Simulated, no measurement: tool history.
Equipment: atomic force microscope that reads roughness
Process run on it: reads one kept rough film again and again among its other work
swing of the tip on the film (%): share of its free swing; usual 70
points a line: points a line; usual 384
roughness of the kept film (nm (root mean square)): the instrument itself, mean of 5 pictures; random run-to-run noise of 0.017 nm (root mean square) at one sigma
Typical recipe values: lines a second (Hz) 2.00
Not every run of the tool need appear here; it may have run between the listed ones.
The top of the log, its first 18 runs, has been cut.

run,day,lines a second (Hz),swing of the tip on the film (%),points a line,roughness of the kept film (nm (root mean square))
# day 23.921: new tip fitted
19,24.396,0.94,70,771,4.186
20,25.612,0.94,70,771,3.585
# day 27.004: new tip fitted
21,27.138,0.94,70,771,4.411
22,28.979,0.94,70,771,3.560
# day 30.196: new tip fitted
23,30.950,3.59,82,771,3.223
24,32.204,1.93,63,328,3.486
# day 33.404: new tip fitted
25,34.012,2.00,70,608,3.919
26,35.733,0.92,70,384,3.402
# day 36.533: new tip fitted
27,36.975,2.76,55,377,4.224
28,39.021,2.00,70,635,3.296
# day 39.662: new tip fitted
29,40.121,1.52,88,498,3.734
30,41.954,2.00,85,624,2.947

Consider 3 possible next runs. They are alternatives, not a sequence: every one starts from the tool as it was left by run 30. What does each give?
# day 42.746: new tip fitted
A,42.946,2.00,55,624,?
# day 42.746: new tip fitted
B,42.946,3.17,70,363,?
# day 42.746: new tip fitted
C,42.946,0.56,56,299,?

run,roughness of the kept film (nm (root mean square))
A,4.407
B,3.929
C,4.506
Take away the tool's hidden state, keep each run's random variation, and the runs would have read:
run,roughness of the kept film (nm (root mean square))
A,4.435
B,3.954
C,4.535

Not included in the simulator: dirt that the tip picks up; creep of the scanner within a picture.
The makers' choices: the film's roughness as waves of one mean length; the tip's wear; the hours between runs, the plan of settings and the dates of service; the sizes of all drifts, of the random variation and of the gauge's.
